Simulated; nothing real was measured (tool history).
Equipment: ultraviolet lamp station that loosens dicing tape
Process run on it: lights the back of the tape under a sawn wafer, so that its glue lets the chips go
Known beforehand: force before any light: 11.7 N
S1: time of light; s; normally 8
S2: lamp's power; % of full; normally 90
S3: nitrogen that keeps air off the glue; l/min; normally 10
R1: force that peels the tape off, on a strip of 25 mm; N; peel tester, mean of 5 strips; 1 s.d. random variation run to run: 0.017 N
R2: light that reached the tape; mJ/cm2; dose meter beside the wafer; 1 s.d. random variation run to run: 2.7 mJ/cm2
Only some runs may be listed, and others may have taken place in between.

run    day  S1  S2  S3     R1   R2
  1      0   8  90  10   0.91  338
  2  0.283   8  75  10  1.376  276
  3  0.492   8  64  10  1.854  237
  4  0.738   8  64  10  1.815  239
  5  1.025   5  90  10  2.303  206
  6  1.479   5  90  10  2.246  211
  7  1.917   5  90  10  2.273  207
  8  2.358   8  90  10  0.955  333
  9  2.667   8  90  10  1.003  338
 10  3.133   8  90  10  0.939  328
 11  3.412  15  90  10   0.28  616
 12  3.875   8  90  10  0.963  325
 13  4.121   8  90  10  0.992  329
 14  4.512   8  91  10  1.004  328
 15  4.929   8  90  10  1.029  328
 16  5.125  16  74  11  0.316  537
 17    5.4   8  91   3  2.546  327
 18  5.792   8  99   3  2.229  354
 19  6.033   8  90   7  1.342  324
 20  6.346   8  90   7  1.382  322
 21  6.779   7  69   5   3.33  215
 22  7.179  10  98  10  0.501  437
 23  7.429   8  75   5   2.54  260
 24  7.729   8  75   5  2.506  264
 25  7.975   4  75   5  5.413  135
 26  8.379   6  89  10  1.786  236
 27  8.742  11  90  10  0.529  439
 28  9.004   6  89  13  1.486  234
 29  9.238   6  76  10  2.411  197

Forecast each of these 5 alternatives for the next run:
  A  9.625   6  66  18   ?   ?
  B  9.625  11  93   7   ?   ?
  C  9.625   6  77   7   ?   ?
  D  9.625   7  97  10   ?   ?
  E  9.625  12  90   8   ?   ?

run     R1   R2
  A  2.153  172
  B  0.688  445
  C  2.965  203
  D  1.166  296
  E  0.528  470
With no hidden state in the tool, these same runs would have given:
run     R1   R2
  A  1.771  193
  B  0.534  500
  C  2.518  228
  D  0.917  333
  E  0.416  528
